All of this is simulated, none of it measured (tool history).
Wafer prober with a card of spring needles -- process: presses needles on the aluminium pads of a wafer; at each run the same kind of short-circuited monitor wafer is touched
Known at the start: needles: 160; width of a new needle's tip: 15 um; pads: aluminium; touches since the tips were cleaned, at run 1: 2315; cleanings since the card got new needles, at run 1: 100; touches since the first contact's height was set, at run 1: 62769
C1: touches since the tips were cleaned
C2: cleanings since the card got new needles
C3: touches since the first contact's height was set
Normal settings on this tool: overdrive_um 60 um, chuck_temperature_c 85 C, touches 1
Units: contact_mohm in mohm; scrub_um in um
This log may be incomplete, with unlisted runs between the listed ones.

Run 1, hour 0: usual settings; C1 2315; C2 100; C3 62769. Result: contact_mohm 321 mohm, scrub_um 11.95 um.
At hour 2.9: tips cleaned on abrasive film.
At hour 11.4: tips cleaned on abrasive film.
Run 2, hour 17.2: usual settings but chuck_temperature_c 34 C; C1 2489; C2 102; C3 70143. Result: contact_mohm 331 mohm, scrub_um 11.88 um.
At hour 18.6: tips cleaned on abrasive film.
At hour 26.8: tips cleaned on abrasive film.
At hour 35.2: tips cleaned on abrasive film.
Run 3, hour 36.1: usual settings but chuck_temperature_c 34 C; C1 368; C2 105; C3 78211. Result: contact_mohm 218 mohm, scrub_um 11.85 um.
At hour 42.7: tips cleaned on abrasive film.
Run 4, hour 48.7: usual settings but chuck_temperature_c 34 C; C1 2596; C2 106; C3 83666. Result: contact_mohm 332 mohm, scrub_um 11.86 um.
At hour 50.4: tips cleaned on abrasive film.
At hour 58.3: tips cleaned on abrasive film.
At hour 66.3: tips cleaned on abrasive film.
Run 5, hour 68.5: usual settings but chuck_temperature_c 34 C; C1 939; C2 109; C3 92126. Result: contact_mohm 273 mohm, scrub_um 11.83 um.
At hour 73.7: tips cleaned on abrasive film.
At hour 80.8: tips cleaned on abrasive film.
At hour 88.2: tips cleaned on abrasive film.
Run 6, hour 90.4: usual settings but chuck_temperature_c 34 C; C1 923; C2 112; C3 101486. Result: contact_mohm 252 mohm, scrub_um 11.74 um.
At hour 96.3: tips cleaned on abrasive film.
At hour 104.6: tips cleaned on abrasive film.
Run 7, hour 107.4: usual settings but chuck_temperature_c 34 C; C1 1224; C2 114; C3 108800. Result: contact_mohm 286 mohm, scrub_um 11.72 um.
At hour 112.2: tips cleaned on abrasive film.
Run 8, hour 117.4: usual settings; C1 2241; C2 115; C3 113099. Result: contact_mohm 326 mohm, scrub_um 11.72 um.
At hour 119.2: tips cleaned on abrasive film.
At hour 126.1: tips cleaned on abrasive film.
At hour 133.5: tips cleaned on abrasive film.
Run 9, hour 135.7: usual settings; C1 952; C2 118; C3 120909. Result: contact_mohm 271 mohm, scrub_um 11.66 um.
At hour 141.6: tips cleaned on abrasive film.
Run 10, hour 144.9: usual settings; C1 1447; C2 119; C3 124890. Result: contact_mohm 292 mohm, scrub_um 11.69 um.
At hour 149.4: tips cleaned on abrasive film.
At hour 156.5: tips cleaned on abrasive film.
Run 11, hour 157: usual settings; C1 203; C2 121; C3 130044. Result: contact_mohm 223 mohm, scrub_um 11.67 um.
At hour 161.3: height of the first contact set anew.
At hour 164.4: tips cleaned on abrasive film.
Run 12, hour 166.7: usual settings but chuck_temperature_c 82 C; C1 1024; C2 122; C3 2321. Result: contact_mohm 261 mohm, scrub_um 12.12 um.
At hour 172: tips cleaned on abrasive film.
At hour 180.4: tips cleaned on abrasive film.
Run 13, hour 183.6: usual settings but chuck_temperature_c 82 C; C1 1380; C2 124; C3 9565. Result: contact_mohm 285 mohm, scrub_um 12.07 um.
At hour 187.3: tips cleaned on abrasive film.
At hour 195.4: tips cleaned on abrasive film.
Run 14, hour 200.8: usual settings but touches 3; C1 2348; C2 126; C3 16952. Result: contact_mohm 244 mohm, scrub_um 12.16 um.
At hour 202.6: tips cleaned on abrasive film.
At hour 210.4: tips cleaned on abrasive film.
At hour 217.7: tips cleaned on abrasive film.
Run 15, hour 221.7: usual settings but touches 3; C1 1754; C2 129; C3 25896. Result: contact_mohm 229 mohm, scrub_um 12.05 um.
At hour 225.4: tips cleaned on abrasive film.
At hour 232.5: tips cleaned on abrasive film.
At hour 240.1: tips cleaned on abrasive film.
Run 16, hour 241.5: usual settings but overdrive_um 43 um, chuck_temperature_c 36 C, touches 3; C1 584; C2 132; C3 34347. Result: contact_mohm 226 mohm, scrub_um 8.56 um.
At hour 247.7: tips cleaned on abrasive film.
Run 17, hour 251.5: usual settings but overdrive_um 41 um, chuck_temperature_c 36 C, touches 3; C1 1654; C2 133; C3 38671. Result: contact_mohm 277 mohm, scrub_um 8.16 um.
At hour 255.9: tips cleaned on abrasive film.
Run 18, hour 262.1: usual settings but overdrive_um 73 um, chuck_temperature_c 49 C, touches 2; C1 2711; C2 134; C3 43243. Result: contact_mohm 249 mohm, scrub_um 14.62 um.
At hour 263.6: tips cleaned on abrasive film.
At hour 271.1: tips cleaned on abrasive film.
At hour 279.2: tips cleaned on abrasive film.
Run 19, hour 281.4: usual settings but chuck_temperature_c 98 C; C1 961; C2 137; C3 51468. Result: contact_mohm 266 mohm, scrub_um 11.99 um.
At hour 286.5: tips cleaned on abrasive film.
Run 20, hour 292.9: usual settings but chuck_temperature_c 98 C; C1 2795; C2 138; C3 56438. Result: contact_mohm 337 mohm, scrub_um 12 um.
At hour 294.3: tips cleaned on abrasive film.
At hour 301.7: tips cleaned on abrasive film.
Run 21, hour 307.8: usual settings but overdrive_um 65 um, chuck_temperature_c 98 C, touches 3; C1 2623; C2 140; C3 62796. Result: contact_mohm 242 mohm, scrub_um 12.87 um.
At hour 309.3: tips cleaned on abrasive film.
At hour 316.9: tips cleaned on abrasive film.
At hour 325: tips cleaned on abrasive film.
Run 22, hour 329.6: usual settings but overdrive_um 65 um, chuck_temperature_c 98 C, touches 3; C1 1983; C2 143; C3 72140. Result: contact_mohm 240 mohm, scrub_um 12.98 um.
At hour 332.1: tips cleaned on abrasive film.
At hour 339.1: tips cleaned on abrasive film.
At hour 347: tips cleaned on abrasive film.
Run 23, hour 347.3: usual settings but overdrive_um 65 um, chuck_temperature_c 98 C, touches 3; C1 102; C2 146; C3 79684. Result: contact_mohm 204 mohm, scrub_um 12.85 um.
At hour 354.8: tips cleaned on abrasive film.
At hour 362.8: tips cleaned on abrasive film.
Run 24, hour 363: usual settings but overdrive_um 65 um, chuck_temperature_c 98 C, touches 3; C1 123; C2 148; C3 86457. Result: contact_mohm 206 mohm, scrub_um 12.81 um.
At hour 370.7: tips cleaned on abrasive film.
Run 25, hour 372.6: usual settings but overdrive_um 45 um, chuck_temperature_c 37 C, touches 2; C1 818; C2 149; C3 90554. Result: contact_mohm 262 mohm, scrub_um 8.82 um.
At hour 379.2: tips cleaned on abrasive film.
At hour 387.1: tips cleaned on abrasive film.
Run 26, hour 391.8: usual settings but overdrive_um 59 um, chuck_temperature_c 77 C; C1 2051; C2 151; C3 98820. Result: contact_mohm 336 mohm, scrub_um 11.58 um.
At hour 394.7: tips cleaned on abrasive film.
At hour 402.2: tips cleaned on abrasive film.
Run 27, hour 403.3: usual settings but chuck_temperature_c 69 C; C1 490; C2 153; C3 103735. Result: contact_mohm 240 mohm, scrub_um 11.78 um.
At hour 409.7: tips cleaned on abrasive film.
At hour 417.9: tips cleaned on abrasive film.
Run 28, hour 424.6: usual settings but chuck_temperature_c 116 C, touches 3; C1 2923; C2 155; C3 112889. Result: contact_mohm 262 mohm, scrub_um 11.74 um.
At hour 426.4: tips cleaned on abrasive film.
At hour 433.8: tips cleaned on abrasive film.
At hour 441.4: tips cleaned on abrasive film.
Run 29, hour 445.3: usual settings but chuck_temperature_c 116 C, touches 3; C1 1693; C2 158; C3 121722. Result: contact_mohm 247 mohm, scrub_um 11.71 um.

Predict each of these 5 candidate next runs independently; none follows another, all start after run 29:
At hour 449.7: tips cleaned on abrasive film.
Run A, hour 456.4: usual settings but overdrive_um 64 um, chuck_temperature_c 34 C, touches 2; C1 2871; C2 159; C3 126502. Result: contact_mohm ?, scrub_um ?.
At hour 449.7: tips cleaned on abrasive film.
Run B, hour 456.4: usual settings but chuck_temperature_c 28 C, touches 2; C1 2871; C2 159; C3 126502. Result: contact_mohm ?, scrub_um ?.
At hour 449.7: tips cleaned on abrasive film.
Run C, hour 456.4: usual settings but overdrive_um 46 um, chuck_temperature_c 55 C, touches 2; C1 2871; C2 159; C3 126502. Result: contact_mohm ?, scrub_um ?.
At hour 449.7: tips cleaned on abrasive film.
Run D, hour 456.4: usual settings but overdrive_um 49 um, chuck_temperature_c 70 C; C1 2871; C2 159; C3 126502. Result: contact_mohm ?, scrub_um ?.
At hour 449.7: tips cleaned on abrasive film.
Run E, hour 456.4: usual settings but chuck_temperature_c 116 C, touches 2; C1 2871; C2 159; C3 126502. Result: contact_mohm ?, scrub_um ?.

run  contact_mohm  scrub_um
  A           278      12.5
  B           292     11.72
  C           358       8.9
  D           437      9.46
  E           296     11.71
Take away the tool's hidden state, keep each run's random variation, and the runs would have read:
run  contact_mohm  scrub_um
  A           182     12.96
  B           182     12.17
  C           189      9.35
  D           193      9.92
  E           200     12.16
